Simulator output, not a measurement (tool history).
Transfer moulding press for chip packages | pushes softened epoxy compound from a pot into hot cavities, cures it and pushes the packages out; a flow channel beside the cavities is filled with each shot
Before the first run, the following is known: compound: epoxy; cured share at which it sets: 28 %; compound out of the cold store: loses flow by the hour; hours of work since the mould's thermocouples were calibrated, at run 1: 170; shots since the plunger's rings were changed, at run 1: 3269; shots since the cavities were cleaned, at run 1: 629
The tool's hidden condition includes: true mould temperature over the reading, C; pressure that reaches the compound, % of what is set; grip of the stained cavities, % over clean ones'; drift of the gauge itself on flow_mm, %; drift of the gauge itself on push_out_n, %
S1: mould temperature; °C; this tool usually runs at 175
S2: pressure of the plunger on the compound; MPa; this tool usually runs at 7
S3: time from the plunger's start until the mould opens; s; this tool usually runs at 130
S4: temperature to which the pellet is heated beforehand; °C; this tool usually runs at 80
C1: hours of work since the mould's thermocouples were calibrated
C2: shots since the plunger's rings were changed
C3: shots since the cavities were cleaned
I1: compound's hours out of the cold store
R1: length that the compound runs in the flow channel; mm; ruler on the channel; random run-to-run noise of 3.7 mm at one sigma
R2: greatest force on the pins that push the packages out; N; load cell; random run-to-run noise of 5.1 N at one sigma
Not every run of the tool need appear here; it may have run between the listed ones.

{"run": 1, "day": 0.0, "S1": 175, "S2": 7, "S3": 130, "S4": 80, "C1": 170, "C2": 3269, "C3": 629, "I1": 25.6, "R1": 730, "R2": 170}
{"run": 2, "day": 0.225, "S1": 175, "S2": 7, "S3": 130, "S4": 80, "C1": 172, "C2": 3301, "C3": 661, "I1": 30.9, "R1": 707, "R2": 165}
{"run": 3, "day": 0.517, "S1": 175, "S2": 7, "S3": 130, "S4": 80, "C1": 175, "C2": 3342, "C3": 702, "I1": 25.2, "R1": 729, "R2": 162}
{"day": 0.817, "done": "cavities cleaned with cleaning compound and waxed"}
{"run": 4, "day": 0.954, "S1": 175, "S2": 7, "S3": 130, "S4": 80, "C1": 179, "C2": 3395, "C3": 20, "I1": 20, "R1": 754, "R2": 163}
{"run": 5, "day": 1.371, "S1": 175, "S2": 7, "S3": 130, "S4": 80, "C1": 183, "C2": 3453, "C3": 78, "I1": 22.8, "R1": 742, "R2": 164}
{"run": 6, "day": 1.692, "S1": 175, "S2": 7, "S3": 130, "S4": 80, "C1": 187, "C2": 3498, "C3": 123, "I1": 37.9, "R1": 676, "R2": 158}
{"run": 7, "day": 1.921, "S1": 175, "S2": 7, "S3": 130, "S4": 80, "C1": 189, "C2": 3531, "C3": 156, "I1": 9.6, "R1": 801, "R2": 160}
{"run": 8, "day": 2.304, "S1": 173, "S2": 7, "S3": 130, "S4": 80, "C1": 193, "C2": 3585, "C3": 210, "I1": 11.6, "R1": 801, "R2": 176}
{"run": 9, "day": 2.492, "S1": 173, "S2": 7, "S3": 130, "S4": 80, "C1": 195, "C2": 3611, "C3": 236, "I1": 19.5, "R1": 768, "R2": 166}
{"run": 10, "day": 2.917, "S1": 173, "S2": 7, "S3": 130, "S4": 86, "C1": 199, "C2": 3671, "C3": 296, "I1": 42.7, "R1": 669, "R2": 160}
{"day": 3.312, "done": "plunger's sealing rings changed"}
{"run": 11, "day": 3.404, "S1": 175, "S2": 7, "S3": 130, "S4": 80, "C1": 203, "C2": 13, "C3": 350, "I1": 22.4, "R1": 745, "R2": 172}
{"run": 12, "day": 3.7, "S1": 175, "S2": 7, "S3": 130, "S4": 80, "C1": 206, "C2": 55, "C3": 392, "I1": 24.4, "R1": 741, "R2": 158}
{"run": 13, "day": 3.946, "S1": 175, "S2": 7, "S3": 130, "S4": 80, "C1": 209, "C2": 89, "C3": 426, "I1": 43.2, "R1": 662, "R2": 154}
{"run": 14, "day": 4.171, "S1": 175, "S2": 7, "S3": 130, "S4": 80, "C1": 211, "C2": 121, "C3": 458, "I1": 41.5, "R1": 663, "R2": 166}
{"run": 15, "day": 4.508, "S1": 175, "S2": 6, "S3": 120, "S4": 77, "C1": 215, "C2": 169, "C3": 506, "I1": 28.9, "R1": 664, "R2": 181}
{"run": 16, "day": 4.925, "S1": 175, "S2": 6, "S3": 120, "S4": 77, "C1": 219, "C2": 228, "C3": 565, "I1": 30.5, "R1": 650, "R2": 178}
{"run": 17, "day": 5.212, "S1": 175, "S2": 6, "S3": 145, "S4": 81, "C1": 222, "C2": 268, "C3": 605, "I1": 25.2, "R1": 679, "R2": 163}
{"run": 18, "day": 5.65, "S1": 178, "S2": 6.24, "S3": 135, "S4": 85, "C1": 227, "C2": 330, "C3": 667, "I1": 12.7, "R1": 731, "R2": 162}
{"run": 19, "day": 5.996, "S1": 178, "S2": 6.24, "S3": 135, "S4": 85, "C1": 230, "C2": 379, "C3": 716, "I1": 20.8, "R1": 693, "R2": 162}
{"day": 6.179, "done": "cavities cleaned with cleaning compound and waxed"}
{"run": 20, "day": 6.292, "S1": 175, "S2": 8.63, "S3": 132, "S4": 80, "C1": 233, "C2": 411, "C3": 15, "I1": 20.1, "R1": 844, "R2": 151}
{"run": 21, "day": 6.546, "S1": 182, "S2": 7, "S3": 150, "S4": 80, "C1": 235, "C2": 447, "C3": 51, "I1": 16, "R1": 738, "R2": 147}
{"run": 22, "day": 6.738, "S1": 175, "S2": 7.48, "S3": 151, "S4": 73, "C1": 237, "C2": 474, "C3": 78, "I1": 21.5, "R1": 768, "R2": 157}
{"run": 23, "day": 6.992, "S1": 175, "S2": 7, "S3": 130, "S4": 75, "C1": 240, "C2": 510, "C3": 114, "I1": 9.2, "R1": 806, "R2": 154}
{"run": 24, "day": 7.292, "S1": 175, "S2": 7, "S3": 130, "S4": 75, "C1": 243, "C2": 552, "C3": 156, "I1": 24.3, "R1": 735, "R2": 160}
{"run": 25, "day": 7.538, "S1": 175, "S2": 7, "S3": 130, "S4": 75, "C1": 246, "C2": 587, "C3": 191, "I1": 13, "R1": 781, "R2": 164}
{"run": 26, "day": 7.854, "S1": 175, "S2": 7, "S3": 152, "S4": 81, "C1": 249, "C2": 631, "C3": 235, "I1": 45.2, "R1": 655, "R2": 147}
{"run": 27, "day": 8.196, "S1": 175, "S2": 7, "S3": 152, "S4": 81, "C1": 253, "C2": 680, "C3": 284, "I1": 31, "R1": 707, "R2": 149}
{"run": 28, "day": 8.442, "S1": 175, "S2": 7, "S3": 152, "S4": 81, "C1": 255, "C2": 714, "C3": 318, "I1": 15.3, "R1": 772, "R2": 168}

Branching from run 28: 5 alternative next runs. What would each branch give?
{"run": "A", "day": 8.817, "S1": 175, "S2": 7.94, "S3": 166, "S4": 80, "C1": 259, "C2": 767, "C3": 371, "I1": 37.5, "R1": "?", "R2": "?"}
{"run": "B", "day": 8.817, "S1": 170, "S2": 6.21, "S3": 162, "S4": 81, "C1": 259, "C2": 767, "C3": 371, "I1": 46.9, "R1": "?", "R2": "?"}
{"run": "C", "day": 8.817, "S1": 175, "S2": 8.79, "S3": 130, "S4": 87, "C1": 259, "C2": 767, "C3": 371, "I1": 44.3, "R1": "?", "R2": "?"}
{"run": "D", "day": 8.817, "S1": 175, "S2": 7.75, "S3": 136, "S4": 87, "C1": 259, "C2": 767, "C3": 371, "I1": 12.4, "R1": "?", "R2": "?"}
{"run": "E", "day": 8.817, "S1": 175, "S2": 7, "S3": 161, "S4": 81, "C1": 259, "C2": 767, "C3": 371, "I1": 23.4, "R1": "?", "R2": "?"}

run=A R1=722 R2=155
run=B R1=624 R2=161
run=C R1=726 R2=158
run=D R1=824 R2=170
run=E R1=745 R2=153
What these runs would have given with no unlogged condition in the tool:
run=A R1=722 R2=153
run=B R1=624 R2=159
run=C R1=726 R2=155
run=D R1=825 R2=167
run=E R1=746 R2=150
